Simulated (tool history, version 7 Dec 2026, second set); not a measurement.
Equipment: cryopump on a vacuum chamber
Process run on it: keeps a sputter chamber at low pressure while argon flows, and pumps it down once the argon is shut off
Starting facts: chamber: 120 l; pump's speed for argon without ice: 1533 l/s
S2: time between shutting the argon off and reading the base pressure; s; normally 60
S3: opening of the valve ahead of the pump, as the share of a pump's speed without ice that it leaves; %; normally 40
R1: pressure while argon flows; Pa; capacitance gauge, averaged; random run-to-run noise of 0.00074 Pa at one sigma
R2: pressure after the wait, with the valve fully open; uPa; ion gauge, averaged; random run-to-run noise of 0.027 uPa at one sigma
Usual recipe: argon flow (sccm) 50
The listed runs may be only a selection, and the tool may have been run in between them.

run 1 hour=0 | argon_flow_(sccm)=50 S2=60 S3=40 | R1=0.1428 R2=2.62
run 2 hour=25.1 | argon_flow_(sccm)=50 S2=60 S3=40 | R1=0.1433 R2=2.64
run 3 hour=44.6 | argon_flow_(sccm)=50 S2=60 S3=21 | R1=0.267 R2=2.6
run 4 hour=59.1 | argon_flow_(sccm)=50 S2=60 S3=21 | R1=0.2673 R2=2.66
run 5 hour=76.4 | argon_flow_(sccm)=50 S2=79 S3=40 | R1=0.1446 R2=2.47
run 6 hour=94.4 | argon_flow_(sccm)=50 S2=79 S3=40 | R1=0.1432 R2=2.57
run 7 hour=107 | argon_flow_(sccm)=50 S2=60 S3=40 | R1=0.1448 R2=2.67
run 8 hour=133.4 | argon_flow_(sccm)=50 S2=60 S3=40 | R1=0.1449 R2=2.81
run 9 hour=148.1 | argon_flow_(sccm)=50 S2=60 S3=40 | R1=0.145 R2=2.81
-- hour=175.1 leaking fittings of the chamber tightened, without venting
run 10 hour=175.1 | argon_flow_(sccm)=50 S2=60 S3=22 | R1=0.2569 R2=1.17
run 11 hour=194.8 | argon_flow_(sccm)=50 S2=60 S3=40 | R1=0.1454 R2=1.23
run 12 hour=213.9 | argon_flow_(sccm)=50 S2=60 S3=40 | R1=0.147 R2=1.23
run 13 hour=239.4 | argon_flow_(sccm)=31 S2=215 S3=38 | R1=0.0951 R2=0.54
run 14 hour=259 | argon_flow_(sccm)=31 S2=215 S3=38 | R1=0.0957 R2=0.58
run 15 hour=280.7 | argon_flow_(sccm)=31 S2=215 S3=38 | R1=0.0956 R2=0.6
run 16 hour=292.5 | argon_flow_(sccm)=47 S2=29 S3=46 | R1=0.1211 R2=2.44
run 17 hour=309.3 | argon_flow_(sccm)=50 S2=60 S3=48 | R1=0.1257 R2=1.38
run 18 hour=327.9 | argon_flow_(sccm)=50 S2=104 S3=40 | R1=0.1482 R2=0.9
run 19 hour=356.2 | argon_flow_(sccm)=50 S2=104 S3=40 | R1=0.1471 R2=0.97
run 20 hour=384.2 | argon_flow_(sccm)=50 S2=104 S3=40 | R1=0.1481 R2=1.01
run 21 hour=396 | argon_flow_(sccm)=50 S2=104 S3=40 | R1=0.1501 R2=0.98
run 22 hour=419 | argon_flow_(sccm)=50 S2=223 S3=53 | R1=0.1137 R2=0.72
run 23 hour=433.2 | argon_flow_(sccm)=86 S2=223 S3=53 | R1=0.1969 R2=0.72
run 24 hour=449.2 | argon_flow_(sccm)=28 S2=249 S3=17 | R1=0.1879 R2=0.73

Each row is a separate what-if for the run after 24, all from the same tool condition, not one after another. Results?
run A hour=472.9 | argon_flow_(sccm)=86 S2=188 S3=46 | R1=? R2=?
run B hour=472.9 | argon_flow_(sccm)=45 S2=51 S3=15 | R1=? R2=?
run C hour=472.9 | argon_flow_(sccm)=57 S2=91 S3=36 | R1=? R2=?
run D hour=472.9 | argon_flow_(sccm)=76 S2=249 S3=17 | R1=? R2=?

run=A R1=0.2241 R2=0.83
run=B R1=0.3389 R2=1.68
run=C R1=0.1875 R2=1.14
run=D R1=0.5059 R2=0.74
Stripped of hidden state, with their random variation kept, the same runs would have yielded:
run=A R1=0.2041 R2=0.52
run=B R1=0.3285 R2=1.37
run=C R1=0.1742 R2=0.84
run=D R1=0.4883 R2=0.43
